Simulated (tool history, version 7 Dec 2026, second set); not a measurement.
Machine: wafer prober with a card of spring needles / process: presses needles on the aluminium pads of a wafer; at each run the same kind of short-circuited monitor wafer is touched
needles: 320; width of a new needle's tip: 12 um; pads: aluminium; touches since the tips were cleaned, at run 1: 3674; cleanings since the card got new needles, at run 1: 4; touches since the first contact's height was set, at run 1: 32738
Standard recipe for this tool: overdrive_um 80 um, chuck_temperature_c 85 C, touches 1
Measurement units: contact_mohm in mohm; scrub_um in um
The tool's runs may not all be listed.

run   hour  overdrive_um  chuck_temperature_c  touches  touches since the tips were cleaned  cleanings since the card got new needles  touches since the first contact's height was set  contact_mohm  scrub_um
  1    0.0            80                   85        1                                 3674                                         4                                             32738           227     15.96
      15.4  -- tips cleaned on abrasive film
  2   20.2            80                   85        2                                 1091                                         5                                             37329           225     15.93
  3   44.4            80                   73        1                                 6618                                         5                                             42856           231     15.97
      46.1  -- tips cleaned on abrasive film
  4   67.9            80                   73        1                                 4983                                         6                                             48209           224     15.95
      77.2  -- tips cleaned on abrasive film
      86.8  -- tips cleaned on abrasive film, once more
  5   97.1            80                   40        1                                 2354                                         8                                             54829           212     15.89
     117.5  -- tips cleaned on abrasive film
  6  118.7            80                   85        1                                  279                                         9                                             59760           204     15.89
     148.3  -- tips cleaned on abrasive film
  7  156.4            80                   85        1                                 1841                                        10                                             68339           220     15.84
     179.9  -- tips cleaned on abrasive film
  8  191.2            80                   85        1                                 2590                                        11                                             76276           226     15.84
     210.1  -- tips cleaned on abrasive film
  9  224.3            62                   34        3                                 3263                                        12                                             83823           207     12.20
     240.9  -- tips cleaned on abrasive film
 10  248.1            97                   85        1                                 1637                                        13                                             89221           221     19.21
     274.0  -- tips cleaned on abrasive film
 11  284.4            97                   85        1                                 2372                                        14                                             97496           221     19.23
     304.4  -- tips cleaned on abrasive film
 12  321.4            63                   39        1                                 3886                                        15                                            105941           239     12.39
     335.7  -- tips cleaned on abrasive film
 13  356.2            63                   29        1                                 4683                                        16                                            113861           236     12.42
     365.9  -- tips cleaned on abrasive film
 14  386.7            63                   29        1                                 4739                                        17                                            120808           242     12.40
     399.1  -- tips cleaned on abrasive film
 15  422.1            63                   29        1                                 5258                                        18                                            128872           238     12.34

Here are 4 independent what-if runs from the current tool condition. What would each one return?
     429.3  -- tips cleaned on abrasive film
  A  456.0            78                   27        3                                 6102                                        19                                            136596             ?         ?
     429.3  -- tips cleaned on abrasive film
  B  456.0            80                   85        1                                 6102                                        19                                            136596             ?         ?
     429.3  -- tips cleaned on abrasive film
  C  456.0            73                   57        1                                 6102                                        19                                            136596             ?         ?
     429.3  -- tips cleaned on abrasive film
  D  456.0            94                   29        1                                 6102                                        19                                            136596             ?         ?

run  contact_mohm  scrub_um
  A           199     15.37
  B           230     15.74
  C           233     14.35
  D           216     18.53
Had the tool no hidden state, the same runs would have come out as:
run  contact_mohm  scrub_um
  A           186     15.63
  B           198     16.00
  C           194     14.60
  D           186     18.78

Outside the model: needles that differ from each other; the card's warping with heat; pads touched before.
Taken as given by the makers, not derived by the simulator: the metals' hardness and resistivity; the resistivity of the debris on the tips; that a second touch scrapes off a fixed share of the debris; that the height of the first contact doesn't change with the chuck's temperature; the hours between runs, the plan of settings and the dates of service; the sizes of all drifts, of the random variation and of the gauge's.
